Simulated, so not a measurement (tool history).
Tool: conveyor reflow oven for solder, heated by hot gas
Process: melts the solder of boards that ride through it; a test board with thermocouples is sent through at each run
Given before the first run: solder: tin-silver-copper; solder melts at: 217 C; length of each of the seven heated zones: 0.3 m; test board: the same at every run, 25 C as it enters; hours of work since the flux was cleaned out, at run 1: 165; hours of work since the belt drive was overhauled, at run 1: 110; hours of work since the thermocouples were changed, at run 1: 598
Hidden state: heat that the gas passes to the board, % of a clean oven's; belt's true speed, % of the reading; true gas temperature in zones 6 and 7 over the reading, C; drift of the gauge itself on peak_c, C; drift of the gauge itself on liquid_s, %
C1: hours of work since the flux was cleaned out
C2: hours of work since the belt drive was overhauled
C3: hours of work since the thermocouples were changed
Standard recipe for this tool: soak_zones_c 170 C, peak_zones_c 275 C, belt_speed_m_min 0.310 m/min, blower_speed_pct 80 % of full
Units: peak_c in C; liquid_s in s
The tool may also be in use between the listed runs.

{"run": 1, "day": 0.0, "soak_zones_c": 170, "peak_zones_c": 275, "belt_speed_m_min": 0.31, "blower_speed_pct": 80, "C1": 165, "C2": 110, "C3": 598, "peak_c": 261.4, "liquid_s": 96.3}
{"run": 2, "day": 0.438, "soak_zones_c": 170, "peak_zones_c": 275, "belt_speed_m_min": 0.31, "blower_speed_pct": 80, "C1": 173, "C2": 118, "C3": 606, "peak_c": 261.8, "liquid_s": 96.1}
{"run": 3, "day": 0.867, "soak_zones_c": 170, "peak_zones_c": 275, "belt_speed_m_min": 0.31, "blower_speed_pct": 80, "C1": 180, "C2": 125, "C3": 614, "peak_c": 261.2, "liquid_s": 96.3}
{"day": 1.317, "done": "flux residue cleaned out of gas plates and filters"}
{"run": 4, "day": 1.346, "soak_zones_c": 170, "peak_zones_c": 275, "belt_speed_m_min": 0.31, "blower_speed_pct": 76, "C1": 1, "C2": 130, "C3": 618, "peak_c": 261.0, "liquid_s": 95.8}
{"run": 5, "day": 1.696, "soak_zones_c": 170, "peak_zones_c": 275, "belt_speed_m_min": 0.31, "blower_speed_pct": 63, "C1": 7, "C2": 136, "C3": 624, "peak_c": 258.2, "liquid_s": 92.3}
{"run": 6, "day": 1.921, "soak_zones_c": 170, "peak_zones_c": 275, "belt_speed_m_min": 0.31, "blower_speed_pct": 63, "C1": 11, "C2": 140, "C3": 628, "peak_c": 258.4, "liquid_s": 92.3}
{"run": 7, "day": 2.212, "soak_zones_c": 170, "peak_zones_c": 275, "belt_speed_m_min": 0.31, "blower_speed_pct": 63, "C1": 16, "C2": 145, "C3": 633, "peak_c": 258.1, "liquid_s": 92.3}
{"run": 8, "day": 2.6, "soak_zones_c": 170, "peak_zones_c": 275, "belt_speed_m_min": 0.31, "blower_speed_pct": 63, "C1": 22, "C2": 152, "C3": 640, "peak_c": 257.7, "liquid_s": 92.1}
{"run": 9, "day": 2.988, "soak_zones_c": 170, "peak_zones_c": 275, "belt_speed_m_min": 0.31, "blower_speed_pct": 63, "C1": 29, "C2": 159, "C3": 647, "peak_c": 258.5, "liquid_s": 92.2}
{"run": 10, "day": 3.421, "soak_zones_c": 170, "peak_zones_c": 275, "belt_speed_m_min": 0.31, "blower_speed_pct": 63, "C1": 37, "C2": 166, "C3": 655, "peak_c": 258.4, "liquid_s": 92.0}
{"run": 11, "day": 3.738, "soak_zones_c": 170, "peak_zones_c": 275, "belt_speed_m_min": 0.31, "blower_speed_pct": 63, "C1": 42, "C2": 172, "C3": 660, "peak_c": 258.1, "liquid_s": 92.0}
{"run": 12, "day": 4.079, "soak_zones_c": 170, "peak_zones_c": 275, "belt_speed_m_min": 0.31, "blower_speed_pct": 63, "C1": 48, "C2": 178, "C3": 666, "peak_c": 258.1, "liquid_s": 92.0}
{"run": 13, "day": 4.546, "soak_zones_c": 170, "peak_zones_c": 275, "belt_speed_m_min": 0.31, "blower_speed_pct": 63, "C1": 56, "C2": 186, "C3": 674, "peak_c": 257.6, "liquid_s": 91.9}
{"run": 14, "day": 4.858, "soak_zones_c": 170, "peak_zones_c": 275, "belt_speed_m_min": 0.31, "blower_speed_pct": 63, "C1": 62, "C2": 192, "C3": 680, "peak_c": 257.9, "liquid_s": 91.9}
{"run": 15, "day": 5.254, "soak_zones_c": 170, "peak_zones_c": 275, "belt_speed_m_min": 0.31, "blower_speed_pct": 63, "C1": 69, "C2": 198, "C3": 687, "peak_c": 257.6, "liquid_s": 91.8}
{"run": 16, "day": 5.671, "soak_zones_c": 170, "peak_zones_c": 275, "belt_speed_m_min": 0.313, "blower_speed_pct": 62, "C1": 76, "C2": 206, "C3": 694, "peak_c": 257.0, "liquid_s": 90.1}
{"run": 17, "day": 5.904, "soak_zones_c": 180, "peak_zones_c": 277, "belt_speed_m_min": 0.305, "blower_speed_pct": 52, "C1": 80, "C2": 210, "C3": 698, "peak_c": 259.0, "liquid_s": 99.0}
{"run": 18, "day": 6.267, "soak_zones_c": 158, "peak_zones_c": 280, "belt_speed_m_min": 0.319, "blower_speed_pct": 80, "C1": 86, "C2": 216, "C3": 704, "peak_c": 264.2, "liquid_s": 90.2}
{"run": 19, "day": 6.475, "soak_zones_c": 158, "peak_zones_c": 280, "belt_speed_m_min": 0.319, "blower_speed_pct": 80, "C1": 90, "C2": 220, "C3": 708, "peak_c": 263.8, "liquid_s": 90.2}
{"run": 20, "day": 6.771, "soak_zones_c": 174, "peak_zones_c": 278, "belt_speed_m_min": 0.318, "blower_speed_pct": 59, "C1": 95, "C2": 225, "C3": 713, "peak_c": 259.2, "liquid_s": 92.2}
{"run": 21, "day": 7.121, "soak_zones_c": 170, "peak_zones_c": 278, "belt_speed_m_min": 0.313, "blower_speed_pct": 52, "C1": 101, "C2": 231, "C3": 719, "peak_c": 256.6, "liquid_s": 88.8}
{"run": 22, "day": 7.592, "soak_zones_c": 170, "peak_zones_c": 278, "belt_speed_m_min": 0.313, "blower_speed_pct": 52, "C1": 110, "C2": 239, "C3": 727, "peak_c": 256.1, "liquid_s": 89.0}
{"run": 23, "day": 8.021, "soak_zones_c": 170, "peak_zones_c": 275, "belt_speed_m_min": 0.31, "blower_speed_pct": 79, "C1": 117, "C2": 247, "C3": 735, "peak_c": 260.8, "liquid_s": 96.2}
{"run": 24, "day": 8.508, "soak_zones_c": 170, "peak_zones_c": 281, "belt_speed_m_min": 0.269, "blower_speed_pct": 56, "C1": 126, "C2": 255, "C3": 743, "peak_c": 265.5, "liquid_s": 114.5}
{"run": 25, "day": 8.842, "soak_zones_c": 170, "peak_zones_c": 281, "belt_speed_m_min": 0.269, "blower_speed_pct": 56, "C1": 131, "C2": 261, "C3": 749, "peak_c": 265.0, "liquid_s": 114.5}
{"run": 26, "day": 9.171, "soak_zones_c": 159, "peak_zones_c": 273, "belt_speed_m_min": 0.306, "blower_speed_pct": 90, "C1": 137, "C2": 267, "C3": 755, "peak_c": 260.0, "liquid_s": 92.6}
{"run": 27, "day": 9.454, "soak_zones_c": 159, "peak_zones_c": 273, "belt_speed_m_min": 0.306, "blower_speed_pct": 90, "C1": 142, "C2": 272, "C3": 760, "peak_c": 260.5, "liquid_s": 92.6}
{"run": 28, "day": 9.679, "soak_zones_c": 170, "peak_zones_c": 275, "belt_speed_m_min": 0.354, "blower_speed_pct": 80, "C1": 146, "C2": 276, "C3": 764, "peak_c": 257.4, "liquid_s": 80.3}
{"run": 29, "day": 9.938, "soak_zones_c": 166, "peak_zones_c": 265, "belt_speed_m_min": 0.349, "blower_speed_pct": 62, "C1": 150, "C2": 280, "C3": 768, "peak_c": 243.5, "liquid_s": 63.3}
{"run": 30, "day": 10.171, "soak_zones_c": 170, "peak_zones_c": 287, "belt_speed_m_min": 0.31, "blower_speed_pct": 56, "C1": 155, "C2": 284, "C3": 772, "peak_c": 266.3, "liquid_s": 98.9}

Pick out some run-to-run changes in peak_c. Of each, how much would a tool without hidden state show as well, from the settings, what came in and chance, and how much is left for the hidden state and any gauge scatter not in both results compared?
Run 3 -> 4: blower_speed_pct 80 -> 76, flux residue cleaned out of gas plates and filters. peak_c -0.2 C: hidden state +0.5, all else -0.7.
Run 17 -> 18: soak_zones_c 180 -> 158, peak_zones_c 277 -> 280, belt_speed_m_min 0.305 -> 0.319, blower_speed_pct 52 -> 80. peak_c +5.2 C: hidden state -0.3, all else +5.5.
Run 22 -> 23: peak_zones_c 278 -> 275, belt_speed_m_min 0.313 -> 0.310, blower_speed_pct 52 -> 79. peak_c +4.7 C: hidden state -0.3, all else +5.0.
Run 28 -> 29: soak_zones_c 170 -> 166, peak_zones_c 275 -> 265, belt_speed_m_min 0.354 -> 0.349, blower_speed_pct 80 -> 62. peak_c -13.9 C: hidden state +0.2, all else -14.1.
Run 29 -> 30: soak_zones_c 166 -> 170, peak_zones_c 265 -> 287, belt_speed_m_min 0.349 -> 0.310, blower_speed_pct 62 -> 56. peak_c +22.8 C: hidden state -0.1, all else +22.9.
